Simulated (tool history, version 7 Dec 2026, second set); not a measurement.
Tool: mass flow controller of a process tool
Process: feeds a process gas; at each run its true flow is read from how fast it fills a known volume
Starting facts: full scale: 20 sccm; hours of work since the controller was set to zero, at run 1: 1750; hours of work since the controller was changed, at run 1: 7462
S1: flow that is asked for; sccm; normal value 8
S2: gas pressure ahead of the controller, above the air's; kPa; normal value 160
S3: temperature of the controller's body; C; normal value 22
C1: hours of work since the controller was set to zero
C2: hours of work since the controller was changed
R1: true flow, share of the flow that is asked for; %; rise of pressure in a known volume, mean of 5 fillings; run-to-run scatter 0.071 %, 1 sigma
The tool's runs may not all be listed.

Run 1, hour 0: usual settings; C1 1750; C2 7462. Result: R1 99.45 %.
Run 2, hour 143.6: usual settings but S1 9 sccm; C1 1837; C2 7550. Result: R1 99.66 %.
Run 3, hour 286.5: usual settings but S1 9 sccm; C1 1925; C2 7638. Result: R1 99.49 %.
Run 4, hour 556.4: usual settings but S1 9 sccm; C1 2090; C2 7803. Result: R1 99.44 %.
Run 5, hour 816: usual settings but S1 9 sccm; C1 2249; C2 7962. Result: R1 99.57 %.
Run 6, hour 1107.1: usual settings but S1 9 sccm; C1 2427; C2 8140. Result: R1 99.53 %.
Run 7, hour 1363.4: usual settings but S2 220 kPa, S3 38 C; C1 2584; C2 8297. Result: R1 98.21 %.
Run 8, hour 1570.1: usual settings but S1 15 sccm, S2 220 kPa, S3 29 C; C1 2711; C2 8424. Result: R1 99.53 %.
Run 9, hour 1750: usual settings but S1 15 sccm, S2 220 kPa, S3 29 C; C1 2821; C2 8534. Result: R1 99.36 %.
Run 10, hour 2043: usual settings but S1 9 sccm, S3 30 C; C1 3000; C2 8713. Result: R1 98.8 %.
Run 11, hour 2328.3: usual settings but S1 9 sccm, S3 30 C; C1 3175; C2 8888. Result: R1 98.85 %.
Run 12, hour 2464.1: usual settings but S1 3 sccm, S2 267 kPa, S3 30 C; C1 3258; C2 8971. Result: R1 98.69 %.

4 ways to go on from here, each from the tool as it stands after run 12. What would each give?
Run A, hour 2695.2: usual settings but S1 3 sccm, S2 175 kPa; C1 3399; C2 9112. Result: R1 ?.
Run B, hour 2695.2: usual settings but S1 5 sccm, S3 38 C; C1 3399; C2 9112. Result: R1 ?.
Run C, hour 2695.2: usual settings but S2 268 kPa, S3 24 C; C1 3399; C2 9112. Result: R1 ?.
Run D, hour 2695.2: usual settings but S1 6 sccm, S2 165 kPa, S3 30 C; C1 3399; C2 9112. Result: R1 ?.

run     R1
  A  99.26
  B  97.81
  C  99.53
  D   98.5
Without the tool's unlogged condition, the same runs would have read:
run     R1
  A  99.24
  B   97.8
  C  99.53
  D   98.5

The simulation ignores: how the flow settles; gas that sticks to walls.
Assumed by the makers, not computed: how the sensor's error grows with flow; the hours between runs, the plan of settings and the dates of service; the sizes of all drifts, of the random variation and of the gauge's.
